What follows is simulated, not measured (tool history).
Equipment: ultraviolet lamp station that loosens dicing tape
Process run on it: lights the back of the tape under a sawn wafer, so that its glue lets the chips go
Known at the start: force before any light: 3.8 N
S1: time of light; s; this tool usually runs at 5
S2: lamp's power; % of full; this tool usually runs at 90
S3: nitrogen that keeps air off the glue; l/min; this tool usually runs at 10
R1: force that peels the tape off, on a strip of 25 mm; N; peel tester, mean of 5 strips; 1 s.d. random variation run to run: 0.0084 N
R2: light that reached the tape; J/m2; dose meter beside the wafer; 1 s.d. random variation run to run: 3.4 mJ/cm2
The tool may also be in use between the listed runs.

{"run": 1, "day": 0.0, "S1": 5, "S2": 90, "S3": 10, "R1": 0.479, "R2": 4190}
{"run": 2, "day": 1.562, "S1": 3, "S2": 90, "S3": 10, "R1": 0.938, "R2": 2490}
{"run": 3, "day": 4.304, "S1": 3, "S2": 90, "S3": 10, "R1": 0.954, "R2": 2460}
{"run": 4, "day": 7.579, "S1": 3, "S2": 90, "S3": 10, "R1": 0.983, "R2": 2450}
{"run": 5, "day": 9.738, "S1": 4, "S2": 90, "S3": 10, "R1": 0.707, "R2": 3260}
{"run": 6, "day": 12.029, "S1": 4, "S2": 90, "S3": 10, "R1": 0.694, "R2": 3240}
{"run": 7, "day": 14.542, "S1": 5, "S2": 90, "S3": 10, "R1": 0.506, "R2": 3970}
{"run": 8, "day": 15.938, "S1": 5, "S2": 90, "S3": 10, "R1": 0.519, "R2": 3910}
{"run": 9, "day": 18.358, "S1": 5, "S2": 90, "S3": 10, "R1": 0.533, "R2": 3890}
{"run": 10, "day": 20.1, "S1": 5, "S2": 90, "S3": 10, "R1": 0.523, "R2": 3880}
{"run": 11, "day": 21.492, "S1": 5, "S2": 90, "S3": 10, "R1": 0.526, "R2": 3810}
{"run": 12, "day": 24.067, "S1": 5, "S2": 90, "S3": 10, "R1": 0.545, "R2": 3870}
{"run": 13, "day": 25.458, "S1": 5, "S2": 90, "S3": 10, "R1": 0.582, "R2": 3790}
{"run": 14, "day": 26.95, "S1": 5, "S2": 90, "S3": 10, "R1": 0.574, "R2": 3720}
{"run": 15, "day": 30.108, "S1": 9, "S2": 90, "S3": 10, "R1": 0.279, "R2": 6720}
{"run": 16, "day": 31.954, "S1": 9, "S2": 90, "S3": 10, "R1": 0.306, "R2": 6710}
{"run": 17, "day": 33.517, "S1": 9, "S2": 90, "S3": 9, "R1": 0.296, "R2": 6620}
{"run": 18, "day": 36.375, "S1": 9, "S2": 90, "S3": 9, "R1": 0.303, "R2": 6460}
{"run": 19, "day": 38.521, "S1": 5, "S2": 89, "S3": 10, "R1": 0.612, "R2": 3480}
{"run": 20, "day": 40.629, "S1": 5, "S2": 90, "S3": 10, "R1": 0.587, "R2": 3580}
{"run": 21, "day": 42.058, "S1": 5, "S2": 90, "S3": 10, "R1": 0.598, "R2": 3530}
{"run": 22, "day": 44.162, "S1": 5, "S2": 90, "S3": 10, "R1": 0.602, "R2": 3510}
{"run": 23, "day": 46.338, "S1": 3, "S2": 80, "S3": 7, "R1": 1.42, "R2": 1870}
{"run": 24, "day": 49.229, "S1": 3, "S2": 67, "S3": 11, "R1": 1.539, "R2": 1560}
{"day": 49.967, "done": "window cleaned of glue's vapour"}
{"run": 25, "day": 51.712, "S1": 3, "S2": 63, "S3": 12, "R1": 1.558, "R2": 1520}
{"day": 53.258, "done": "lamp changed"}
{"run": 26, "day": 53.275, "S1": 3, "S2": 63, "S3": 12, "R1": 0.955, "R2": 2310}
{"run": 27, "day": 55.488, "S1": 4, "S2": 80, "S3": 14, "R1": 0.493, "R2": 3920}
{"run": 28, "day": 57.771, "S1": 4, "S2": 80, "S3": 14, "R1": 0.495, "R2": 3870}
{"run": 29, "day": 59.946, "S1": 4, "S2": 91, "S3": 14, "R1": 0.415, "R2": 4370}
{"run": 30, "day": 61.529, "S1": 5, "S2": 90, "S3": 6, "R1": 0.388, "R2": 5400}
{"run": 31, "day": 64.5, "S1": 5, "S2": 90, "S3": 6, "R1": 0.401, "R2": 5400}
{"run": 32, "day": 66.217, "S1": 5, "S2": 90, "S3": 6, "R1": 0.419, "R2": 5310}
{"run": 33, "day": 69.162, "S1": 5, "S2": 76, "S3": 6, "R1": 0.488, "R2": 4460}
{"run": 34, "day": 71.854, "S1": 5, "S2": 76, "S3": 6, "R1": 0.521, "R2": 4400}
{"run": 35, "day": 73.233, "S1": 9, "S2": 70, "S3": 16, "R1": 0.265, "R2": 7320}
{"run": 36, "day": 74.604, "S1": 5, "S2": 63, "S3": 18, "R1": 0.502, "R2": 3670}
{"run": 37, "day": 76.904, "S1": 6, "S2": 77, "S3": 10, "R1": 0.349, "R2": 5300}
{"run": 38, "day": 79.746, "S1": 9, "S2": 90, "S3": 8, "R1": 0.261, "R2": 9340}
{"run": 39, "day": 82.071, "S1": 6, "S2": 65, "S3": 15, "R1": 0.403, "R2": 4400}
{"run": 40, "day": 85.212, "S1": 3, "S2": 75, "S3": 15, "R1": 0.884, "R2": 2510}
{"run": 41, "day": 88.054, "S1": 3, "S2": 75, "S3": 15, "R1": 0.846, "R2": 2470}
{"run": 42, "day": 90.883, "S1": 3, "S2": 75, "S3": 15, "R1": 0.88, "R2": 2500}
{"run": 43, "day": 92.262, "S1": 3, "S2": 75, "S3": 15, "R1": 0.877, "R2": 2480}
{"run": 44, "day": 94.992, "S1": 4, "S2": 60, "S3": 15, "R1": 0.84, "R2": 2600}

Each row is a separate what-if for the run after 44, all from the same tool condition, not one after another. Results?
{"run": "A", "day": 97.492, "S1": 6, "S2": 78, "S3": 19, "R1": "?", "R2": "?"}
{"run": "B", "day": 97.492, "S1": 6, "S2": 82, "S3": 10, "R1": "?", "R2": "?"}
{"run": "C", "day": 97.492, "S1": 3, "S2": 67, "S3": 8, "R1": "?", "R2": "?"}

run=A R1=0.345 R2=5030
run=B R1=0.352 R2=5270
run=C R1=1.194 R2=2140
The same runs, with their run-to-run variation unchanged, on a tool lacking any hidden condition would have given:
run=A R1=0.304 R2=5800
run=B R1=0.304 R2=6080
run=C R1=1.017 R2=2480
